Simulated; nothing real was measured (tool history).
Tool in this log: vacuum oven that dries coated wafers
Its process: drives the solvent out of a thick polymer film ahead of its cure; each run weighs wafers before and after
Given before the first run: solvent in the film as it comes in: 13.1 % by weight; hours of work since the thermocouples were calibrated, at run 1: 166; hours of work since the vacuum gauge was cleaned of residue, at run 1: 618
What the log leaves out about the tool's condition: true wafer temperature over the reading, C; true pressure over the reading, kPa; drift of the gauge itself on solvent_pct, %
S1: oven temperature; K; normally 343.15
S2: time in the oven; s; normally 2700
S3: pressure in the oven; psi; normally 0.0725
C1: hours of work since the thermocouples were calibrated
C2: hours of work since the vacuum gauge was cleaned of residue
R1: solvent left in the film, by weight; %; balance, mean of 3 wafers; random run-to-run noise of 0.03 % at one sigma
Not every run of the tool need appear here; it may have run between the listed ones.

{"run": 1, "hour": 0.0, "S1": 343.15, "S2": 2700, "S3": 0.0725, "C1": 166, "C2": 618, "R1": 1.49}
{"run": 2, "hour": 21.6, "S1": 343.15, "S2": 2700, "S3": 0.0725, "C1": 183, "C2": 635, "R1": 1.47}
{"run": 3, "hour": 68.8, "S1": 343.15, "S2": 2700, "S3": 0.0725, "C1": 221, "C2": 673, "R1": 1.47}
{"run": 4, "hour": 107.7, "S1": 343.15, "S2": 2700, "S3": 0.0725, "C1": 252, "C2": 704, "R1": 1.49}
{"run": 5, "hour": 154.7, "S1": 343.15, "S2": 2700, "S3": 0.0725, "C1": 289, "C2": 742, "R1": 1.45}
{"run": 6, "hour": 197.6, "S1": 343.15, "S2": 2700, "S3": 0.0725, "C1": 323, "C2": 776, "R1": 1.49}
{"run": 7, "hour": 231.9, "S1": 343.15, "S2": 2700, "S3": 0.0725, "C1": 351, "C2": 803, "R1": 1.45}
{"run": 8, "hour": 273.7, "S1": 343.15, "S2": 2700, "S3": 0.0725, "C1": 384, "C2": 836, "R1": 1.44}
{"run": 9, "hour": 307.8, "S1": 343.15, "S2": 2700, "S3": 0.0725, "C1": 411, "C2": 864, "R1": 1.4}
{"run": 10, "hour": 340.8, "S1": 343.15, "S2": 2700, "S3": 0.0725, "C1": 438, "C2": 890, "R1": 1.41}
{"run": 11, "hour": 373.9, "S1": 343.15, "S2": 2700, "S3": 0.0725, "C1": 464, "C2": 916, "R1": 1.45}
{"run": 12, "hour": 416.5, "S1": 343.15, "S2": 2700, "S3": 0.0725, "C1": 498, "C2": 950, "R1": 1.48}
{"hour": 420.7, "done": "oven's thermocouples calibrated"}
{"run": 13, "hour": 439.5, "S1": 345.15, "S2": 2700, "S3": 0.0725, "C1": 15, "C2": 967, "R1": 1.02}
{"run": 14, "hour": 479.4, "S1": 345.15, "S2": 2700, "S3": 0.0725, "C1": 47, "C2": 999, "R1": 0.99}
{"run": 15, "hour": 519.9, "S1": 350.15, "S2": 2700, "S3": 0.0725, "C1": 79, "C2": 1031, "R1": 0.41}
{"run": 16, "hour": 540.2, "S1": 341.15, "S2": 2940, "S3": 0.0725, "C1": 95, "C2": 1047, "R1": 1.48}
{"hour": 566.1, "done": "oven's thermocouples calibrated, once more"}
{"run": 17, "hour": 580.9, "S1": 341.15, "S2": 2940, "S3": 0.0725, "C1": 12, "C2": 1078, "R1": 1.82}
{"hour": 597.5, "done": "vacuum gauge cleaned of residue and calibrated"}
{"run": 18, "hour": 623.2, "S1": 345.15, "S2": 2940, "S3": 0.0725, "C1": 44, "C2": 20, "R1": 1.01}
{"run": 19, "hour": 660.0, "S1": 345.15, "S2": 2940, "S3": 0.0725, "C1": 74, "C2": 50, "R1": 0.95}
{"run": 20, "hour": 687.2, "S1": 336.15, "S2": 2700, "S3": 0.0725, "C1": 95, "C2": 72, "R1": 3.25}
{"run": 21, "hour": 732.9, "S1": 348.15, "S2": 3600, "S3": 0.1487, "C1": 132, "C2": 108, "R1": 0.56}
{"run": 22, "hour": 759.8, "S1": 348.15, "S2": 3600, "S3": 0.1487, "C1": 153, "C2": 129, "R1": 0.56}
{"run": 23, "hour": 782.8, "S1": 333.15, "S2": 2700, "S3": 0.1329, "C1": 172, "C2": 148, "R1": 4.29}
{"run": 24, "hour": 804.7, "S1": 345.15, "S2": 1440, "S3": 0.0486, "C1": 189, "C2": 165, "R1": 3.14}
{"run": 25, "hour": 843.7, "S1": 336.15, "S2": 1680, "S3": 0.0934, "C1": 220, "C2": 196, "R1": 5.11}
{"run": 26, "hour": 887.1, "S1": 341.15, "S2": 4560, "S3": 0.0708, "C1": 255, "C2": 231, "R1": 0.76}
{"run": 27, "hour": 925.3, "S1": 343.15, "S2": 2700, "S3": 0.0365, "C1": 285, "C2": 261, "R1": 1.43}
{"run": 28, "hour": 967.1, "S1": 351.15, "S2": 2760, "S3": 0.0365, "C1": 319, "C2": 295, "R1": 0.3}
{"run": 29, "hour": 991.2, "S1": 331.15, "S2": 2700, "S3": 0.1648, "C1": 338, "C2": 314, "R1": 4.88}
{"run": 30, "hour": 1017.2, "S1": 331.15, "S2": 2700, "S3": 0.1648, "C1": 359, "C2": 335, "R1": 4.91}

5 ways to go on from here, each from the tool as it stands after run 30. What would each give?
{"run": "A", "hour": 1047.8, "S1": 341.15, "S2": 2700, "S3": 0.1648, "C1": 383, "C2": 359, "R1": "?"}
{"run": "B", "hour": 1047.8, "S1": 331.15, "S2": 3180, "S3": 0.1648, "C1": 383, "C2": 359, "R1": "?"}
{"run": "C", "hour": 1047.8, "S1": 357.15, "S2": 3660, "S3": 0.2686, "C1": 383, "C2": 359, "R1": "?"}
{"run": "D", "hour": 1047.8, "S1": 344.15, "S2": 2520, "S3": 0.0725, "C1": 383, "C2": 359, "R1": "?"}
{"run": "E", "hour": 1047.8, "S1": 352.15, "S2": 3060, "S3": 0.0725, "C1": 383, "C2": 359, "R1": "?"}

run=A R1=2.10
run=B R1=4.23
run=C R1=0.41
run=D R1=1.44
run=E R1=0.26
Take away the tool's hidden state, keep each run's random variation, and the runs would have read:
run=A R1=2.24
run=B R1=4.41
run=C R1=0.40
run=D R1=1.56
run=E R1=0.27
